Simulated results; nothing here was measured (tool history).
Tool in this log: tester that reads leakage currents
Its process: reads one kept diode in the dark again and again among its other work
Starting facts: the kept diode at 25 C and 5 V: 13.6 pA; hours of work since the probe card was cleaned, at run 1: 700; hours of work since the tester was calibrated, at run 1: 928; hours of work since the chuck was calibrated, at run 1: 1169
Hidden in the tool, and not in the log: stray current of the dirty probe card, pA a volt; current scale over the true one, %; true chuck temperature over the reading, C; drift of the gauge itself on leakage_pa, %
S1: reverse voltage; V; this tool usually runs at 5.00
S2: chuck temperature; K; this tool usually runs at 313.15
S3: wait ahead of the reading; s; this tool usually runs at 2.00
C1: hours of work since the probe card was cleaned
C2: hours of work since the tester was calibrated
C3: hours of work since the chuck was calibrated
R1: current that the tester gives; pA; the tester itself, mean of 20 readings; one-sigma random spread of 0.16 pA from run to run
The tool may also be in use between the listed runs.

Run 1, hour 0.0: usual settings; C1 700; C2 928; C3 1169. Result: R1 46.84 pA.
Run 2, hour 86.1: usual settings but S2 298.15 K; C1 768; C2 996; C3 1236. Result: R1 15.91 pA.
Run 3, hour 252.4: usual settings but S2 294.15 K; C1 899; C2 1127; C3 1367. Result: R1 12.85 pA.
At hour 346.5: chuck's temperature calibrated.
Run 4, hour 397.9: usual settings but S2 294.15 K; C1 1012; C2 1240; C3 41. Result: R1 12.67 pA.
Run 5, hour 586.1: usual settings but S1 3.74 V; C1 1160; C2 1388; C3 189. Result: R1 38.05 pA.
Run 6, hour 677.1: usual settings but S1 3.74 V; C1 1232; C2 1460; C3 261. Result: R1 38.30 pA.
Run 7, hour 793.3: usual settings but S1 3.74 V; C1 1324; C2 1551; C3 352. Result: R1 38.40 pA.
At hour 891.1: chuck's temperature calibrated, once more.
Run 8, hour 891.1: usual settings but S1 1.48 V, S2 297.15 K; C1 1399; C2 1627; C3 0. Result: R1 9.01 pA.
Run 9, hour 1077.9: usual settings but S1 6.26 V, S2 305.15 K; C1 1546; C2 1774; C3 147. Result: R1 37.84 pA.
Run 10, hour 1205.9: usual settings but S1 2.40 V, S3 0.88 s; C1 1647; C2 1875; C3 248. Result: R1 38.58 pA.
Run 11, hour 1327.4: usual settings but S1 2.40 V, S3 0.88 s; C1 1743; C2 1971; C3 344. Result: R1 38.49 pA.
Run 12, hour 1488.0: usual settings but S1 13.78 V, S3 2.67 s; C1 1869; C2 2097; C3 470. Result: R1 104.47 pA.
Run 13, hour 1647.2: usual settings but S1 1.38 V, S2 322.15 K, S3 2.67 s; C1 1995; C2 2223; C3 596. Result: R1 54.40 pA.
At hour 1709.5: tester calibrated.
Run 14, hour 1838.9: usual settings but S1 1.38 V, S2 322.15 K, S3 2.67 s; C1 2144; C2 102; C3 745. Result: R1 53.06 pA.

Alternative continuations, all from the tool just after run 14; predict every row:
Run A, hour 1962.7: usual settings but S1 1.03 V, S2 297.15 K, S3 2.96 s; C1 2242; C2 200; C3 843. Result: R1 ?.
Run B, hour 1962.7: usual settings but S1 1.38 V, S2 317.15 K, S3 1.64 s; C1 2242; C2 200; C3 843. Result: R1 ?.
Run C, hour 1962.7: usual settings but S1 8.85 V, S2 319.15 K, S3 1.07 s; C1 2242; C2 200; C3 843. Result: R1 ?.
Run D, hour 1962.7: usual settings but S1 1.38 V, S2 322.15 K, S3 1.61 s; C1 2242; C2 200; C3 843. Result: R1 ?.

run      R1
  A    7.44
  B   36.59
  C  119.14
  D   52.75
Without the tool's unlogged condition, the same runs would have read:
run      R1
  A    5.81
  B   36.86
  C  109.48
  D   54.42

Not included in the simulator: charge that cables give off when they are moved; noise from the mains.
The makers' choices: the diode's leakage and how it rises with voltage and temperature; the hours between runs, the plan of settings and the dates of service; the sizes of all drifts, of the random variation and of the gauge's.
